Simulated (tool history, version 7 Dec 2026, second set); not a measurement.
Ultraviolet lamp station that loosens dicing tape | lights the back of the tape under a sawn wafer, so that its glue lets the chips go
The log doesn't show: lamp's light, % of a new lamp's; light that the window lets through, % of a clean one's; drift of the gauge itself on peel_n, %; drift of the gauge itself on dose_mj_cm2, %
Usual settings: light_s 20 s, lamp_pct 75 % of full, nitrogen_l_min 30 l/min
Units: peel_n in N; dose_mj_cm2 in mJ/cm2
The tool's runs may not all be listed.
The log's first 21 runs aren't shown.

run,hour,light_s,lamp_pct,nitrogen_l_min,hours of work of the lamp,hours of work since the window was cleaned,peel_n,dose_mj_cm2
22,582.1,20,75,30,212,458,0.511,243
23,622.1,13,88,30,231,477,0.947,186
24,650.3,13,88,30,244,491,0.925,180
25,666.7,13,64,23,252,498,2.189,137
26,693.9,20,75,28,265,511,0.562,239
27,731.6,20,75,43,283,529,0.423,232
28,768.6,20,68,16,300,547,1.199,211
29,802.5,20,68,16,316,563,1.218,211
30,833.5,20,68,16,331,577,1.276,207
31,852.7,20,68,16,340,586,1.262,208
32,881.8,20,68,16,354,600,1.308,199
33,905.1,20,68,16,365,611,1.303,199
34,943.8,20,68,16,383,629,1.306,202
35,978.9,12,63,28,400,646,2.521,110
36,996.8,11,70,31,408,654,2.285,114
37,1031.3,11,88,30,424,671,1.629,136
# hour 1050.8: window cleaned of glue's vapour
38,1061.8,11,88,30,438,5,1.336,151
39,1080.7,12,68,30,447,14,1.880,129
40,1115.0,16,61,14,464,30,2.467,151
41,1143.6,16,95,14,477,44,1.084,230
42,1172.7,16,95,14,491,58,1.122,229

4 ways to go on from here, each from the tool as it stands after run 42. What would each give?
A,1192.8,28,72,46,500,67,?,?
B,1192.8,20,75,36,500,67,?,?
C,1192.8,16,88,41,500,67,?,?
D,1192.8,18,88,30,500,67,?,?

run,peel_n,dose_mj_cm2
A,0.256,302
B,0.521,222
C,0.543,209
D,0.522,238
Without the tool's hidden state the same runs would have given:
run,peel_n,dose_mj_cm2
A,0.209,386
B,0.322,284
C,0.336,266
D,0.317,303
